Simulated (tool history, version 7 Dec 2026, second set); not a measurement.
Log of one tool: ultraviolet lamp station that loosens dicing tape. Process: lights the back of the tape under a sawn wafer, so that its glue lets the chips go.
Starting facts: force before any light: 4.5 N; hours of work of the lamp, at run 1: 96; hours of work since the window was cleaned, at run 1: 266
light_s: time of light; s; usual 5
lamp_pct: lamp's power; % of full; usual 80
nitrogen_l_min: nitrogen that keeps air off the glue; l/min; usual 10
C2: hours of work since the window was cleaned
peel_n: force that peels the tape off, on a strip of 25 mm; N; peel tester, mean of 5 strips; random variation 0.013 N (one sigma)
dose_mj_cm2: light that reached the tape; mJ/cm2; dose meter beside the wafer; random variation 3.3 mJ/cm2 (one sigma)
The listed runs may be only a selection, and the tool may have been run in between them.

Run 1, hour 0.0: usual settings; hours of work of the lamp 96; C2 266. Result: peel_n 0.711 N, dose_mj_cm2 459 mJ/cm2.
Run 2, hour 14.0: usual settings; hours of work of the lamp 104; C2 273. Result: peel_n 0.729 N, dose_mj_cm2 450 mJ/cm2.
Run 3, hour 28.3: usual settings; hours of work of the lamp 111; C2 281. Result: peel_n 0.744 N, dose_mj_cm2 458 mJ/cm2.
Run 4, hour 41.1: usual settings; hours of work of the lamp 118; C2 287. Result: peel_n 0.730 N, dose_mj_cm2 452 mJ/cm2.
Run 5, hour 53.7: usual settings; hours of work of the lamp 124; C2 294. Result: peel_n 0.748 N, dose_mj_cm2 453 mJ/cm2.
Run 6, hour 69.1: usual settings; hours of work of the lamp 132; C2 302. Result: peel_n 0.774 N, dose_mj_cm2 444 mJ/cm2.
Run 7, hour 78.4: usual settings but nitrogen_l_min 9 l/min; hours of work of the lamp 137; C2 307. Result: peel_n 0.782 N, dose_mj_cm2 438 mJ/cm2.
Run 8, hour 94.5: usual settings but nitrogen_l_min 9 l/min; hours of work of the lamp 145; C2 315. Result: peel_n 0.815 N, dose_mj_cm2 442 mJ/cm2.
Run 9, hour 104.2: usual settings but nitrogen_l_min 3 l/min; hours of work of the lamp 150; C2 320. Result: peel_n 1.393 N, dose_mj_cm2 436 mJ/cm2.
Run 10, hour 119.9: usual settings but nitrogen_l_min 3 l/min; hours of work of the lamp 158; C2 328. Result: peel_n 1.421 N, dose_mj_cm2 436 mJ/cm2.
Run 11, hour 136.0: usual settings but nitrogen_l_min 3 l/min; hours of work of the lamp 167; C2 336. Result: peel_n 1.440 N, dose_mj_cm2 430 mJ/cm2.
Run 12, hour 152.1: usual settings; hours of work of the lamp 175; C2 345. Result: peel_n 0.790 N, dose_mj_cm2 425 mJ/cm2.
Run 13, hour 160.6: usual settings but nitrogen_l_min 13 l/min; hours of work of the lamp 179; C2 349. Result: peel_n 0.710 N, dose_mj_cm2 430 mJ/cm2.
Run 14, hour 174.7: usual settings but nitrogen_l_min 13 l/min; hours of work of the lamp 187; C2 356. Result: peel_n 0.736 N, dose_mj_cm2 423 mJ/cm2.
Run 15, hour 190.1: usual settings; hours of work of the lamp 195; C2 364. Result: peel_n 0.833 N, dose_mj_cm2 422 mJ/cm2.
Run 16, hour 204.8: usual settings; hours of work of the lamp 202; C2 372. Result: peel_n 0.855 N, dose_mj_cm2 420 mJ/cm2.
Run 17, hour 212.8: usual settings; hours of work of the lamp 206; C2 376. Result: peel_n 0.847 N, dose_mj_cm2 418 mJ/cm2.
Run 18, hour 223.7: usual settings; hours of work of the lamp 212; C2 382. Result: peel_n 0.828 N, dose_mj_cm2 412 mJ/cm2.
Run 19, hour 233.7: usual settings; hours of work of the lamp 217; C2 387. Result: peel_n 0.851 N, dose_mj_cm2 414 mJ/cm2.
Run 20, hour 248.5: usual settings but lamp_pct 63 % of full; hours of work of the lamp 225; C2 394. Result: peel_n 1.170 N, dose_mj_cm2 323 mJ/cm2.
Run 21, hour 258.2: usual settings but light_s 6 s; hours of work of the lamp 230; C2 399. Result: peel_n 0.640 N, dose_mj_cm2 498 mJ/cm2.
Run 22, hour 274.0: usual settings but light_s 6 s; hours of work of the lamp 238; C2 408. Result: peel_n 0.662 N, dose_mj_cm2 494 mJ/cm2.
Run 23, hour 288.2: usual settings but light_s 6 s; hours of work of the lamp 245; C2 415. Result: peel_n 0.658 N, dose_mj_cm2 494 mJ/cm2.
Run 24, hour 299.5: usual settings but light_s 9 s; hours of work of the lamp 251; C2 421. Result: peel_n 0.314 N, dose_mj_cm2 725 mJ/cm2.
Run 25, hour 313.2: usual settings but light_s 9 s, nitrogen_l_min 4 l/min; hours of work of the lamp 258; C2 428. Result: peel_n 0.613 N, dose_mj_cm2 718 mJ/cm2.
Run 26, hour 324.7: usual settings but light_s 2 s, lamp_pct 89 % of full, nitrogen_l_min 7 l/min; hours of work of the lamp 264; C2 434. Result: peel_n 2.363 N, dose_mj_cm2 179 mJ/cm2.
At hour 332.6: window cleaned of glue's vapour.
Run 27, hour 335.4: usual settings but lamp_pct 94 % of full, nitrogen_l_min 3 l/min; hours of work of the lamp 269; C2 1. Result: peel_n 1.127 N, dose_mj_cm2 526 mJ/cm2.
Run 28, hour 342.7: usual settings but light_s 6 s, lamp_pct 72 % of full, nitrogen_l_min 6 l/min; hours of work of the lamp 273; C2 5. Result: peel_n 0.858 N, dose_mj_cm2 478 mJ/cm2.
Run 29, hour 351.4: usual settings but light_s 3 s, lamp_pct 69 % of full, nitrogen_l_min 11 l/min; hours of work of the lamp 278; C2 10. Result: peel_n 1.673 N, dose_mj_cm2 229 mJ/cm2.
Run 30, hour 365.3: usual settings but light_s 7 s, lamp_pct 74 % of full, nitrogen_l_min 5 l/min; hours of work of the lamp 285; C2 17. Result: peel_n 0.754 N, dose_mj_cm2 573 mJ/cm2.
Run 31, hour 373.0: usual settings but light_s 2 s, lamp_pct 95 % of full; hours of work of the lamp 289; C2 21. Result: peel_n 1.879 N, dose_mj_cm2 208 mJ/cm2.
Run 32, hour 387.4: usual settings but lamp_pct 78 % of full, nitrogen_l_min 15 l/min; hours of work of the lamp 296; C2 28. Result: peel_n 0.679 N, dose_mj_cm2 422 mJ/cm2.
Run 33, hour 403.3: usual settings but lamp_pct 78 % of full, nitrogen_l_min 15 l/min; hours of work of the lamp 304; C2 37. Result: peel_n 0.686 N, dose_mj_cm2 422 mJ/cm2.
Run 34, hour 410.1: usual settings but lamp_pct 78 % of full, nitrogen_l_min 15 l/min; hours of work of the lamp 308; C2 40. Result: peel_n 0.682 N, dose_mj_cm2 422 mJ/cm2.
Run 35, hour 425.0: usual settings but lamp_pct 78 % of full, nitrogen_l_min 15 l/min; hours of work of the lamp 316; C2 48. Result: peel_n 0.648 N, dose_mj_cm2 418 mJ/cm2.
Run 36, hour 439.2: usual settings but light_s 2 s, nitrogen_l_min 6 l/min; hours of work of the lamp 323; C2 55. Result: peel_n 2.454 N, dose_mj_cm2 173 mJ/cm2.
Run 37, hour 451.6: usual settings but lamp_pct 90 % of full; hours of work of the lamp 329; C2 61. Result: peel_n 0.698 N, dose_mj_cm2 470 mJ/cm2.
Run 38, hour 465.4: usual settings but lamp_pct 90 % of full; hours of work of the lamp 336; C2 69. Result: peel_n 0.681 N, dose_mj_cm2 474 mJ/cm2.
Run 39, hour 472.1: usual settings but lamp_pct 98 % of full; hours of work of the lamp 340; C2 72. Result: peel_n 0.608 N, dose_mj_cm2 515 mJ/cm2.
Run 40, hour 487.1: usual settings but lamp_pct 98 % of full; hours of work of the lamp 348; C2 80. Result: peel_n 0.605 N, dose_mj_cm2 513 mJ/cm2.
Run 41, hour 497.7: usual settings but lamp_pct 98 % of full, nitrogen_l_min 7 l/min; hours of work of the lamp 353; C2 85. Result: peel_n 0.741 N, dose_mj_cm2 507 mJ/cm2.
Run 42, hour 514.1: usual settings but lamp_pct 84 % of full; hours of work of the lamp 362; C2 94. Result: peel_n 0.812 N, dose_mj_cm2 437 mJ/cm2.
Run 43, hour 528.2: usual settings but light_s 9 s, lamp_pct 100 % of full, nitrogen_l_min 3 l/min; hours of work of the lamp 369; C2 101. Result: peel_n 0.439 N, dose_mj_cm2 926 mJ/cm2.

Below, some changes in peel_n between adjacent runs. For each, the amount present without the hidden state too (settings, incoming material, random variation) and the amount remaining for the hidden state with gauge scatter not shared by both compared results:
Hidden conditions of the tool in this case: lamp's light, % of a new lamp's; light that the window lets through, % of a clean one's; drift of the gauge itself on peel_n, %; drift of the gauge itself on dose_mj_cm2, %.
Run 23 -> 24: light_s 6 -> 9. peel_n -0.344 N: hidden state -0.124, all else -0.220.
Run 25 -> 26: light_s 9 -> 2, lamp_pct 80 -> 89, nitrogen_l_min 4 -> 7. peel_n +1.750 N: hidden state +0.195, all else +1.555.
Run 26 -> 27: light_s 2 -> 5, lamp_pct 89 -> 94, nitrogen_l_min 7 -> 3, window cleaned of glue's vapour. peel_n -1.236 N: hidden state -0.207, all else -1.029.
Run 35 -> 36: light_s 5 -> 2, lamp_pct 78 -> 80, nitrogen_l_min 15 -> 6. peel_n +1.806 N: hidden state +0.116, all else +1.690.
Run 36 -> 37: light_s 2 -> 5, lamp_pct 80 -> 90, nitrogen_l_min 6 -> 10. peel_n -1.756 N: hidden state -0.093, all else -1.663.
